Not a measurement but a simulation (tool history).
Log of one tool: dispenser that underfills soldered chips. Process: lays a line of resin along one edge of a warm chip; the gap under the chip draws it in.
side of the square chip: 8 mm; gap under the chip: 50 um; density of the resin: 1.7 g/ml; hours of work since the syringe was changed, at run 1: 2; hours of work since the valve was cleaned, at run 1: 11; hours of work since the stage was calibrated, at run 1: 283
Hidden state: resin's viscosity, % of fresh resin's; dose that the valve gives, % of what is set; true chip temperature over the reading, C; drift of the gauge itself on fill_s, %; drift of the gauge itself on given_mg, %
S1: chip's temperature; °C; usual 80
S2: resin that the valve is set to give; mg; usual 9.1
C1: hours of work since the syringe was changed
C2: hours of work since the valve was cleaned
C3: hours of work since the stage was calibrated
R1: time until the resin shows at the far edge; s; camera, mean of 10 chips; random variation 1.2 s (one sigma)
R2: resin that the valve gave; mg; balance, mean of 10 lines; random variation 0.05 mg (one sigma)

run 1 day=0 | S1=80 S2=9.1 | C1=2 C2=11 C3=283 | R1=145.5 R2=9.05
run 2 day=0.271 | S1=80 S2=9.1 | C1=7 C2=15 C3=288 | R1=200.5 R2=8.95
-- day=0.321 new syringe of resin
-- day=0.767 new syringe of resin
run 3 day=0.792 | S1=80 S2=9.1 | C1=0 C2=23 C3=296 | R1=131.1 R2=8.85
-- day=1.238 new syringe of resin
run 4 day=1.254 | S1=70 S2=9.1 | C1=0 C2=30 C3=303 | R1=222 R2=8.87
-- day=1.712 new syringe of resin
run 5 day=1.729 | S1=70 S2=9.1 | C1=0 C2=37 C3=310 | R1=212.6 R2=8.69
-- day=2.146 new syringe of resin
run 6 day=2.25 | S1=70 S2=9.1 | C1=2 C2=46 C3=318 | R1=240.6 R2=8.75
-- day=2.579 new syringe of resin
run 7 day=2.65 | S1=70 S2=9.1 | C1=1 C2=52 C3=324 | R1=238.3 R2=8.76
-- day=3.025 new syringe of resin
run 8 day=3.025 | S1=91 S2=9.1 | C1=0 C2=58 C3=330 | R1=75.3 R2=8.52
run 9 day=3.421 | S1=85 S2=8.53 | C1=6 C2=64 C3=336 | R1=157.9 R2=8.02
-- day=3.467 new syringe of resin
-- day=3.9 new syringe of resin
run 10 day=3.9 | S1=88 S2=10.27 | C1=0 C2=71 C3=344 | R1=85.5 R2=9.59
-- day=4.088 dispensing valve cleaned and set on the balance
-- day=4.379 new syringe of resin
run 11 day=4.429 | S1=72 S2=9.85 | C1=1 C2=5 C3=351 | R1=208.1 R2=9.8
-- day=4.812 new syringe of resin
run 12 day=4.846 | S1=72 S2=9.85 | C1=1 C2=12 C3=358 | R1=195.8 R2=9.74
run 13 day=5.133 | S1=69 S2=8.92 | C1=5 C2=16 C3=362 | R1=327.6 R2=8.8
-- day=5.25 new syringe of resin
run 14 day=5.371 | S1=80 S2=8.44 | C1=2 C2=20 C3=366 | R1=144.3 R2=8.33
-- day=5.7 new syringe of resin
run 15 day=5.829 | S1=79 S2=9.36 | C1=2 C2=27 C3=373 | R1=158.6 R2=9.13

4 ways to go on from here, each from the tool as it stands after run 15. What would each give?
-- day=6.167 new syringe of resin
run A day=6.179 | S1=85 S2=8.97 | C1=0 C2=32 C3=378 | R1=? R2=?
-- day=6.167 new syringe of resin
run B day=6.179 | S1=84 S2=8.97 | C1=0 C2=32 C3=378 | R1=? R2=?
-- day=6.167 new syringe of resin
run C day=6.179 | S1=90 S2=11.24 | C1=0 C2=32 C3=378 | R1=? R2=?
-- day=6.167 new syringe of resin
run D day=6.179 | S1=74 S2=8.74 | C1=0 C2=32 C3=378 | R1=? R2=?

run=A R1=103.6 R2=8.7
run=B R1=109.4 R2=8.82
run=C R1=80.5 R2=10.98
run=D R1=184.1 R2=8.46
Without the tool's hidden state the same runs would have given:
run=A R1=90.9 R2=8.98
run=B R1=95.9 R2=9.11
run=C R1=71 R2=11.34
run=D R1=160.5 R2=8.74
